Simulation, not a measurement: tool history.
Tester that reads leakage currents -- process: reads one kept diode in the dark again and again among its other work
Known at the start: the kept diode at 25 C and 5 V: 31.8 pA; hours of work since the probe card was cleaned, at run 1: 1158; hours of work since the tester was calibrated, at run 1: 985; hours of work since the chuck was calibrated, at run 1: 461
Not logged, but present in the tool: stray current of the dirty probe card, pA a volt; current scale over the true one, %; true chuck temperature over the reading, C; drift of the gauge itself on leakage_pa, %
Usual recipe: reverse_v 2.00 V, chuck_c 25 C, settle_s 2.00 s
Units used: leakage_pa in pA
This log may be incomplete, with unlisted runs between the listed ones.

run,hour,reverse_v,chuck_c,settle_s,hours of work since the probe card was cleaned,hours of work since the tester was calibrated,hours of work since the chuck was calibrated,leakage_pa
1,0.0,2.00,25,2.00,1158,985,461,23.78
2,153.9,2.00,25,2.00,1260,1087,563,24.36
3,237.6,2.00,25,2.00,1316,1143,618,24.65
4,323.4,2.00,25,3.90,1373,1200,675,24.93
5,452.4,2.00,25,3.90,1459,1286,761,25.26
6,530.7,2.00,25,3.90,1511,1338,813,25.67
7,719.5,2.00,25,3.90,1636,1463,938,26.17
8,833.0,2.00,25,3.90,1711,1538,1014,26.86
9,992.3,2.00,31,3.90,1817,1644,1120,41.98
10,1161.6,2.00,31,3.90,1930,1757,1232,42.86
11,1291.0,2.00,25,2.00,2016,1843,1318,28.25
# hour 1346.8: chuck's temperature calibrated
12,1392.9,2.00,25,8.08,2082,1909,31,24.84
13,1501.1,2.00,25,2.00,2154,1981,102,25.24
14,1582.5,2.00,25,2.00,2208,2035,157,25.59
15,1694.5,2.00,25,2.00,2282,2109,231,26.01
16,1797.3,2.00,25,2.00,2350,2177,299,26.30
# hour 1858.0: probe card cleaned and baked
17,1917.5,2.00,25,2.00,40,2255,377,27.58
18,2004.2,2.00,25,2.00,97,2313,435,28.00
19,2178.4,2.00,25,2.00,213,2429,550,28.43
20,2350.9,2.00,25,2.00,327,2543,665,28.98
21,2433.3,2.00,39,0.76,382,2598,720,75.82
22,2529.6,2.00,39,0.76,446,2662,784,76.54
23,2633.8,5.79,39,0.81,515,2731,853,143.42
24,2739.5,5.79,39,0.81,586,2801,923,143.88

For run 25, what comes out?
# hour 2827.8: probe card cleaned and baked, once more
25,2924.0,1.06,59,0.81,64,2922,1044,?

leakage_pa: 218.76 pA
Minus the tool's unlogged condition, the same run would have read leakage_pa 193.92 pA.

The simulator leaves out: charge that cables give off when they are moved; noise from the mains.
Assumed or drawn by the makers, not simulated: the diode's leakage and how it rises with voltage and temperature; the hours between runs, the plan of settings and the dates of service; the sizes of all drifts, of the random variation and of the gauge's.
